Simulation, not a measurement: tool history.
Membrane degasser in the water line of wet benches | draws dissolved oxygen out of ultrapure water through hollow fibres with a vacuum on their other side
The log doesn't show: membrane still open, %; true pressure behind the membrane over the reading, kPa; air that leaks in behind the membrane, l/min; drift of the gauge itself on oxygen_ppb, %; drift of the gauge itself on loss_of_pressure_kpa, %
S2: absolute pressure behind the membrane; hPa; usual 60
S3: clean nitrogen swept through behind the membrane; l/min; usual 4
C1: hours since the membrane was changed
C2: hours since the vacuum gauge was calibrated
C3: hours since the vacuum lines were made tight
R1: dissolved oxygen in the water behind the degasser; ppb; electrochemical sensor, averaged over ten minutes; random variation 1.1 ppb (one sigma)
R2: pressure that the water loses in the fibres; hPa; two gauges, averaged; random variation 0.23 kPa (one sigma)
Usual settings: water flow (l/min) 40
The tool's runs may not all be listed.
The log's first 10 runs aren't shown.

Run 11, hour 2207.7: usual settings; C1 12469; C2 1635; C3 2580. Result: R1 128.8 ppb, R2 627.9 hPa.
Run 12, hour 2472.6: usual settings but water flow (l/min) 37; C1 12734; C2 1900; C3 2845. Result: R1 112.8 ppb, R2 579.7 hPa.
Run 13, hour 2779: usual settings but water flow (l/min) 37; C1 13041; C2 2206; C3 3152. Result: R1 113.8 ppb, R2 584.3 hPa.
Run 14, hour 2975.6: usual settings but S3 7.72 l/min; C1 13237; C2 2403; C3 3348. Result: R1 98.4 ppb, R2 633.9 hPa.
Run 15, hour 3186.8: usual settings; C1 13448; C2 2614; C3 3559. Result: R1 131.3 ppb, R2 633.5 hPa.
Run 16, hour 3438.1: usual settings but water flow (l/min) 44; C1 13700; C2 2866; C3 3811. Result: R1 151.1 ppb, R2 697.9 hPa.
Run 17, hour 3581.9: usual settings but water flow (l/min) 47, S2 148.2 hPa; C1 13844; C2 3009; C3 3954. Result: R1 399.8 ppb, R2 748.7 hPa.
Run 18, hour 3892.9: usual settings but water flow (l/min) 47, S2 148.2 hPa; C1 14155; C2 3320; C3 4265. Result: R1 403.3 ppb, R2 746.9 hPa.
Run 19, hour 4133.7: usual settings but S2 100.8 hPa; C1 14395; C2 3561; C3 4506. Result: R1 225.1 ppb, R2 638.7 hPa.
Run 20, hour 4426: usual settings but water flow (l/min) 27, S2 60.4 hPa; C1 14688; C2 3853; C3 4799. Result: R1 74.6 ppb, R2 429 hPa.
Run 21, hour 4582.8: usual settings but water flow (l/min) 42, S2 48.2 hPa, S3 2.94 l/min; C1 14844; C2 4010; C3 4955. Result: R1 130.2 ppb, R2 673.8 hPa.
Run 22, hour 4769.8: usual settings but water flow (l/min) 42, S2 48.2 hPa, S3 2.94 l/min; C1 15031; C2 4197; C3 5142. Result: R1 130.5 ppb, R2 673.1 hPa.
At hour 5008.6: membrane cartridge changed.
Run 23, hour 5050.6: usual settings but water flow (l/min) 26, S2 118.8 hPa, S3 2.94 l/min; C1 42; C2 4474; C3 5419. Result: R1 192.4 ppb, R2 378.2 hPa.
Run 24, hour 5262.2: usual settings but water flow (l/min) 26, S2 118.8 hPa, S3 2.94 l/min; C1 254; C2 4686; C3 5631. Result: R1 200.5 ppb, R2 378.8 hPa.
Run 25, hour 5495.5: usual settings but water flow (l/min) 26, S2 118.8 hPa, S3 2.94 l/min; C1 487; C2 4919; C3 5864. Result: R1 198.5 ppb, R2 380.2 hPa.
Run 26, hour 5668.1: usual settings but water flow (l/min) 26, S2 120 hPa, S3 2 l/min; C1 659; C2 5092; C3 6037. Result: R1 272.2 ppb, R2 382 hPa.
Run 27, hour 5884.7: usual settings but water flow (l/min) 26, S2 120 hPa, S3 6.11 l/min; C1 876; C2 5308; C3 6253. Result: R1 104.5 ppb, R2 382.1 hPa.
Run 28, hour 6103.1: usual settings but water flow (l/min) 50, S2 42.5 hPa; C1 1094; C2 5527; C3 6472. Result: R1 107 ppb, R2 742 hPa.
Run 29, hour 6283.6: usual settings but water flow (l/min) 50, S2 42.5 hPa; C1 1275; C2 5707; C3 6652. Result: R1 107.8 ppb, R2 734.8 hPa.
Run 30, hour 6581.4: usual settings but water flow (l/min) 50, S2 42.5 hPa; C1 1573; C2 6005; C3 6950. Result: R1 105.4 ppb, R2 734.8 hPa.
Run 31, hour 6746.3: usual settings but water flow (l/min) 36, S2 118.4 hPa, S3 2.3 l/min; C1 1738; C2 6170; C3 7115. Result: R1 343.4 ppb, R2 530.1 hPa.

Forecast each of these 4 alternatives for the next run:
At hour 6988.1: vacuum gauge calibrated.
Run A, hour 7050.6: usual settings but water flow (l/min) 27, S2 131.2 hPa, S3 7.64 l/min; C1 2041; C2 63; C3 7419. Result: R1 ?, R2 ?.
At hour 6988.1: vacuum gauge calibrated.
Run B, hour 7050.6: usual settings but S3 8.45 l/min; C1 2041; C2 63; C3 7419. Result: R1 ?, R2 ?.
At hour 6988.1: vacuum gauge calibrated.
Run C, hour 7050.6: usual settings but S2 121.9 hPa, S3 1.74 l/min; C1 2041; C2 63; C3 7419. Result: R1 ?, R2 ?.
At hour 6988.1: vacuum gauge calibrated.
Run D, hour 7050.6: usual settings but water flow (l/min) 36, S2 43.7 hPa, S3 11.75 l/min; C1 2041; C2 63; C3 7419. Result: R1 ?, R2 ?.

run     R1     R2
  A  104.5  398.8
  B   77.4  589.3
  C  479.2    588
  D   43.4    534
Without the tool's hidden state the same runs would have given:
run     R1     R2
  A  101.5    394
  B   73.9  582.1
  C  472.9  580.8
  D   40.8  527.6

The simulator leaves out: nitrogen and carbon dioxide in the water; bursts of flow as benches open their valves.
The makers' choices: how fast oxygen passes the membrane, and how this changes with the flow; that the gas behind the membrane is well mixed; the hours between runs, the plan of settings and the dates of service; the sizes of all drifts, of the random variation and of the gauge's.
